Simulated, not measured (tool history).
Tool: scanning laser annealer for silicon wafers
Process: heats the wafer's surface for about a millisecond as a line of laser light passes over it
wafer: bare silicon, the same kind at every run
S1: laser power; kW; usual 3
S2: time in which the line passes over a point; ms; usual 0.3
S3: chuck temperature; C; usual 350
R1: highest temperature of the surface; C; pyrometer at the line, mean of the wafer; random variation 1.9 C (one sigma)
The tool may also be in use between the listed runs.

run	hour	S1	S2	S3	R1
1	0	3	0.3	350	1136
2	62.6	3	0.3	350	1134
3	113.6	3	0.3	333	1115
4	190.4	3	0.3	310	1112
5	256.9	3	0.292	350	1137
6	312.4	3	0.292	350	1134
7	346.2	3	0.3	381	1180
8	421.9	3	0.3	381	1175
9	455.1	3	0.3	381	1177
10	522.1	3	0.3	381	1174
11	595	3	0.227	350	1035
12	661.7	3	0.227	350	1035
13	721.9	3	0.227	350	1033
14	784.4	3	0.346	350	1186
15	844.8	3	0.346	350	1190
16	896.6	3	0.3	312	1091
17	934.9	3	0.3	350	1152
18	976.1	3	0.3	350	1154
19	1016.7	3	0.3	350	1153
20	1054.3	3	0.3	350	1151
21	1094.3	3	0.3	350	1151
22	1170.1	3.076	0.263	359	1127
23	1228.1	2.594	0.304	329	1009
24	1272.7	3.026	0.245	356	1077
25	1346	3	0.286	331	1105
26	1385.6	2.786	0.213	318	930
27	1421.3	2.557	0.222	383	947
28	1493.8	3.097	0.38	342	1260
29	1558.6	2.683	0.333	342	1071
30	1604.7	2.683	0.333	385	1116
31	1662.9	3	0.35	356	1201
32	1711.6	2.657	0.33	388	1098
33	1753.3	2.888	0.255	347	1037
34	1798.1	2.888	0.228	344	992
35	1874.9	3.04	0.327	323	1144
36	1912.5	2.638	0.344	371	1083
37	1990.5	2.715	0.21	342	916
38	2061.7	3	0.214	351	1001
39	2108.4	2.991	0.214	351	995
40	2179.4	2.991	0.214	351	994

Taken out of this log: 2 entries between the listed runs. Where each belongs, and how the hidden state differs across it:
Between runs 3 and 4: optics aligned, line set to its width (hour 131.1)
  light that passes the window, % of a clean one's: 98.98 -> 98.82; laser's true power over the reading, %: -0.93 -> -0.96; width of the line over the set one, %: 4.64 -> 0.18
  measured less the result without the state, R1: -41 -> -21 C
Between runs 16 and 17: window over the wafer cleaned (hour 934.6)
  light that passes the window, % of a clean one's: 97.23 -> 99.95; laser's true power over the reading, %: -1.18 -> -1.19; width of the line over the set one, %: 1.34 -> 1.4
  measured less the result without the state, R1: -43 -> -19 C
